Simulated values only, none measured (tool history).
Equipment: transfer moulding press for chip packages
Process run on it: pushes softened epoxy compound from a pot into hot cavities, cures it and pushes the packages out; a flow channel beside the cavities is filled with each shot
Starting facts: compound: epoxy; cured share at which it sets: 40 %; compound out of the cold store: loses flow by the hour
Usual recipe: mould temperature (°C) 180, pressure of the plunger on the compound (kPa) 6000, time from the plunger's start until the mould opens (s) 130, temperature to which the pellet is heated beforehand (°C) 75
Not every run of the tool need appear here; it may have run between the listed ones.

run    hour  mould temperature (°C)  pressure of the plunger on the compound (kPa)  time from the plunger's start until the mould opens (s)  temperature to which the pellet is heated beforehand (°C)  incoming compound's hours out of the cold store  length that the compound runs in the flow channel (mm)  greatest force on the pins that push the packages out (N)
  1       0                     180                                           6000                                                      130                                                         75                                             19.7                                                    1003                                                        232
        7.8  -- plunger's sealing rings changed
  2    39.1                     180                                           6000                                                      130                                                         75                                             28.7                                                     946                                                        230
       51.1  -- cavities cleaned with cleaning compound and waxed
  3    65.1                     187                                           6000                                                      130                                                         75                                             27.8                                                     932                                                        191
      107.5  -- cavities cleaned with cleaning compound and waxed
  4   125.5                     180                                           5900                                                      130                                                         75                                             26.3                                                     952                                                        223
  5   151.6                     180                                           5900                                                      130                                                         75                                               14                                                    1016                                                        241
      165.8  -- cavities cleaned with cleaning compound and waxed
  6   209.3                     180                                           5900                                                      130                                                         75                                              8.7                                                    1020                                                        242
      222.3  -- cavities cleaned with cleaning compound and waxed
  7   252.5                     186                                           6000                                                      130                                                         75                                             40.4                                                     895                                                        183
        279  -- cavities cleaned with cleaning compound and waxed
  8     279                     186                                           6000                                                      130                                                         75                                             46.5                                                     869                                                        203
  9   320.5                     186                                           6000                                                      130                                                         75                                             29.3                                                     922                                                        192
      337.4  -- cavities cleaned with cleaning compound and waxed
 10   360.4                     186                                           6000                                                      130                                                         75                                             23.5                                                     959                                                        196
        396  -- cavities cleaned with cleaning compound and waxed
 11   409.9                     180                                           6000                                                      130                                                         83                                             24.5                                                     968                                                        218
      454.3  -- mould's thermocouples calibrated
      455.8  -- cavities cleaned with cleaning compound and waxed
 12   467.6                     181                                           6000                                                      130                                                         75                                               20                                                     989                                                        215
      515.8  -- cavities cleaned with cleaning compound and waxed
 13   518.5                     181                                           6000                                                      130                                                         75                                             34.7                                                     927                                                        210
 14   550.2                     187                                           5880                                                      156                                                         66                                             10.6                                                     978                                                        183
      573.3  -- cavities cleaned with cleaning compound and waxed
 15   598.3                     173                                           5010                                                      156                                                         66                                             41.8                                                     854                                                        237
      632.3  -- cavities cleaned with cleaning compound and waxed
 16   646.2                     180                                           6000                                                      125                                                         79                                             19.7                                                     987                                                        244
 17   682.1                     185                                           5220                                                      153                                                         77                                             18.1                                                     916                                                        185
      691.5  -- cavities cleaned with cleaning compound and waxed
 18   733.4                     180                                           6010                                                      130                                                         75                                             25.3                                                     952                                                        226
      749.2  -- cavities cleaned with cleaning compound and waxed
      765.5  -- plunger's sealing rings changed
 19   782.8                     180                                           6010                                                      130                                                         75                                               16                                                     995                                                        215
      808.1  -- cavities cleaned with cleaning compound and waxed
 20   819.2                     174                                           6990                                                      117                                                         82                                               47                                                     969                                                        368
      866.3  -- cavities cleaned with cleaning compound and waxed
 21   873.4                     174                                           6990                                                      117                                                         82                                             41.6                                                     986                                                        386
      923.5  -- cavities cleaned with cleaning compound and waxed
 22   924.9                     174                                           6990                                                      117                                                         77                                             42.6                                                     998                                                        375
 23     959                     180                                           6000                                                      130                                                         68                                             31.7                                                     958                                                        225
      981.7  -- cavities cleaned with cleaning compound and waxed
 24   997.6                     182                                           5370                                                      116                                                         69                                             42.4                                                     834                                                        250
 25  1030.4                     173                                           5370                                                      163                                                         77                                             24.6                                                     961                                                        233
     1040.5  -- cavities cleaned with cleaning compound and waxed
 26    1063                     173                                           7430                                                      131                                                         77                                             23.9                                                    1107                                                        339

Consider 3 possible next runs. They are alternatives, not a sequence: every one starts from the tool as it was left by run 26. What does each give?
  A  1089                     180                                           5610                                                      124                                                         75                                             27.3                                                       ?                                                          ?
  B  1089                     173                                           6870                                                      158                                                         72                                             22.6                                                       ?                                                          ?
  C  1089                     184                                           5260                                                      131                                                         82                                             18.3                                                       ?                                                          ?

run  length that the compound runs in the flow channel (mm)  greatest force on the pins that push the packages out (N)
  A                                                     911                                                        245
  B                                                    1061                                                        251
  C                                                     910                                                        191
What these runs would have given with no unlogged condition in the tool:
run  length that the compound runs in the flow channel (mm)  greatest force on the pins that push the packages out (N)
  A                                                     912                                                        242
  B                                                    1062                                                        248
  C                                                     911                                                        188
